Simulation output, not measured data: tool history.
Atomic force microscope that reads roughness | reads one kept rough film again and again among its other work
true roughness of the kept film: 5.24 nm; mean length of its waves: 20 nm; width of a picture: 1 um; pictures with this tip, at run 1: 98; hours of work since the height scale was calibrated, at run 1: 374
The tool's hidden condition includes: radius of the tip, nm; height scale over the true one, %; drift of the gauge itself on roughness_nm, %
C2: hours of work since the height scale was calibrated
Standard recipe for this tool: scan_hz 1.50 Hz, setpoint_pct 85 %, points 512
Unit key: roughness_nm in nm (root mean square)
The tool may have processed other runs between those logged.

Run 1, hour 0.0: usual settings; pictures with this tip 98; C2 374. Result: roughness_nm 2.947 nm (root mean square).
Run 2, hour 8.4: usual settings but setpoint_pct 88 %; pictures with this tip 116; C2 380. Result: roughness_nm 2.840 nm (root mean square).
Run 3, hour 19.0: usual settings but setpoint_pct 88 %; pictures with this tip 139; C2 389. Result: roughness_nm 2.728 nm (root mean square).
Run 4, hour 30.2: usual settings but setpoint_pct 75 %; pictures with this tip 163; C2 398. Result: roughness_nm 2.778 nm (root mean square).
Run 5, hour 45.2: usual settings but setpoint_pct 58 %; pictures with this tip 196; C2 409. Result: roughness_nm 2.737 nm (root mean square).
Run 6, hour 53.6: usual settings; pictures with this tip 214; C2 416. Result: roughness_nm 2.442 nm (root mean square).
Run 7, hour 70.7: usual settings; pictures with this tip 251; C2 429. Result: roughness_nm 2.363 nm (root mean square).
Run 8, hour 82.3: usual settings but scan_hz 1.90 Hz; pictures with this tip 276; C2 439. Result: roughness_nm 2.211 nm (root mean square).
Run 9, hour 100.0: usual settings but points 539; pictures with this tip 314; C2 453. Result: roughness_nm 2.179 nm (root mean square).
At hour 116.8: new tip fitted.
Run 10, hour 118.4: usual settings but points 539; pictures with this tip 4; C2 467. Result: roughness_nm 3.587 nm (root mean square).
Run 11, hour 126.0: usual settings but points 539; pictures with this tip 20; C2 473. Result: roughness_nm 3.526 nm (root mean square).
Run 12, hour 134.3: usual settings but points 982; pictures with this tip 38; C2 479. Result: roughness_nm 3.383 nm (root mean square).
Run 13, hour 143.1: usual settings but points 982; pictures with this tip 57; C2 486. Result: roughness_nm 3.250 nm (root mean square).
Run 14, hour 152.8: usual settings but setpoint_pct 86 %; pictures with this tip 78; C2 494. Result: roughness_nm 3.109 nm (root mean square).
Run 15, hour 164.0: usual settings; pictures with this tip 102; C2 503. Result: roughness_nm 3.000 nm (root mean square).
Run 16, hour 181.5: usual settings; pictures with this tip 140; C2 516. Result: roughness_nm 2.814 nm (root mean square).
Run 17, hour 198.4: usual settings; pictures with this tip 177; C2 530. Result: roughness_nm 2.649 nm (root mean square).
Run 18, hour 205.9: usual settings but scan_hz 3.18 Hz, setpoint_pct 64 %, points 403; pictures with this tip 193; C2 535. Result: roughness_nm 2.655 nm (root mean square).
Run 19, hour 222.8: usual settings but scan_hz 3.18 Hz, setpoint_pct 64 %, points 403; pictures with this tip 229; C2 549. Result: roughness_nm 2.507 nm (root mean square).
Run 20, hour 234.5: usual settings but scan_hz 2.92 Hz, setpoint_pct 68 %, points 354; pictures with this tip 255; C2 558. Result: roughness_nm 2.401 nm (root mean square).
Run 21, hour 245.7: usual settings but scan_hz 2.92 Hz, setpoint_pct 68 %, points 354; pictures with this tip 279; C2 567. Result: roughness_nm 2.316 nm (root mean square).
Run 22, hour 258.4: usual settings but scan_hz 3.31 Hz, setpoint_pct 55 %, points 771; pictures with this tip 306; C2 577. Result: roughness_nm 2.367 nm (root mean square).
Run 23, hour 265.8: usual settings but scan_hz 0.97 Hz, setpoint_pct 87 %, points 696; pictures with this tip 322; C2 583. Result: roughness_nm 2.239 nm (root mean square).
Run 24, hour 277.0: usual settings but scan_hz 1.37 Hz, points 668; pictures with this tip 346; C2 591. Result: roughness_nm 2.138 nm (root mean square).
At hour 278.6: new tip fitted.
Run 25, hour 286.1: usual settings but scan_hz 0.93 Hz, setpoint_pct 71 %, points 503; pictures with this tip 16; C2 598. Result: roughness_nm 3.786 nm (root mean square).
Run 26, hour 296.9: usual settings but setpoint_pct 87 %, points 357; pictures with this tip 39; C2 607. Result: roughness_nm 3.292 nm (root mean square).
Run 27, hour 310.3: usual settings but setpoint_pct 76 %, points 906; pictures with this tip 68; C2 617. Result: roughness_nm 3.340 nm (root mean square).
Run 28, hour 324.5: usual settings but scan_hz 0.74 Hz, setpoint_pct 60 %, points 474; pictures with this tip 99; C2 628. Result: roughness_nm 3.282 nm (root mean square).
Run 29, hour 342.1: usual settings but scan_hz 0.74 Hz, setpoint_pct 60 %, points 474; pictures with this tip 137; C2 642. Result: roughness_nm 3.099 nm (root mean square).
Run 30, hour 356.7: usual settings but points 874; pictures with this tip 169; C2 654. Result: roughness_nm 2.711 nm (root mean square).
Run 31, hour 365.5: usual settings but setpoint_pct 86 %, points 827; pictures with this tip 187; C2 661. Result: roughness_nm 2.634 nm (root mean square).

Consider 3 possible next runs. They are alternatives, not a sequence: every one starts from the tool as it was left by run 31. What does each give?
Run A, hour 374.8: usual settings but points 264; pictures with this tip 208; C2 668. Result: roughness_nm ?.
Run B, hour 374.8: usual settings but setpoint_pct 63 %, points 264; pictures with this tip 208; C2 668. Result: roughness_nm ?.
Run C, hour 374.8: usual settings but scan_hz 2.17 Hz, setpoint_pct 86 %, points 897; pictures with this tip 208; C2 668. Result: roughness_nm ?.

run  roughness_nm
  A         2.458
  B         2.670
  C         2.421
Without the tool's unlogged condition, the same runs would have read:
run  roughness_nm
  A         3.600
  B         3.908
  C         3.546

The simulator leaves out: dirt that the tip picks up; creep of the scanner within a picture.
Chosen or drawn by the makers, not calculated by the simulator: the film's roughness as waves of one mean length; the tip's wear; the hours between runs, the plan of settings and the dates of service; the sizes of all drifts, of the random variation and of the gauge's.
